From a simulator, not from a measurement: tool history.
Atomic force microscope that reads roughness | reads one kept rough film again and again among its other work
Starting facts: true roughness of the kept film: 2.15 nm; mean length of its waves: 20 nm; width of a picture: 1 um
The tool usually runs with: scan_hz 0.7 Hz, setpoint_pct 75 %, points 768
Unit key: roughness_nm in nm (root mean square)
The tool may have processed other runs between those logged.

run	day	scan_hz	setpoint_pct	points	roughness_nm
1	0	0.7	75	768	1.435
2	1.617	0.7	75	983	1.418
# day 1.796: new tip fitted
3	2.912	0.7	75	572	1.646
4	4.625	0.7	75	768	1.615
5	6.196	0.7	75	768	1.58
6	7.367	0.7	75	768	1.53
7	9.1	0.7	75	768	1.511
8	10.812	0.7	75	768	1.479
# day 10.988: height scale calibrated on a step standard
9	12.538	1.259	75	768	1.395
# day 12.788: new tip fitted
10	13.858	1.259	75	768	1.628
11	15.117	0.558	64	768	1.669
12	15.867	0.558	64	468	1.63
# day 16.246: height scale calibrated on a step standard, once more
13	16.646	2.766	84	975	1.353
14	18.042	2.613	77	622	1.404
15	19.829	0.928	58	436	1.511
16	21.267	0.928	58	436	1.5
17	22.954	0.928	58	436	1.465
# day 23.733: new tip fitted
18	24.442	0.928	58	436	1.667
19	25.6	0.928	75	936	1.613
20	26.521	2.246	57	768	1.611

Each row is a separate what-if for the run after 20, all from the same tool condition, not one after another. Results?
A	27.746	1.112	75	321	?
B	27.746	0.638	57	277	?
C	27.746	0.7	77	768	?

run	roughness_nm
A	1.531
B	1.586
C	1.596
Without the tool's unlogged condition, the same runs would have read:
run	roughness_nm
A	1.649
B	1.708
C	1.719
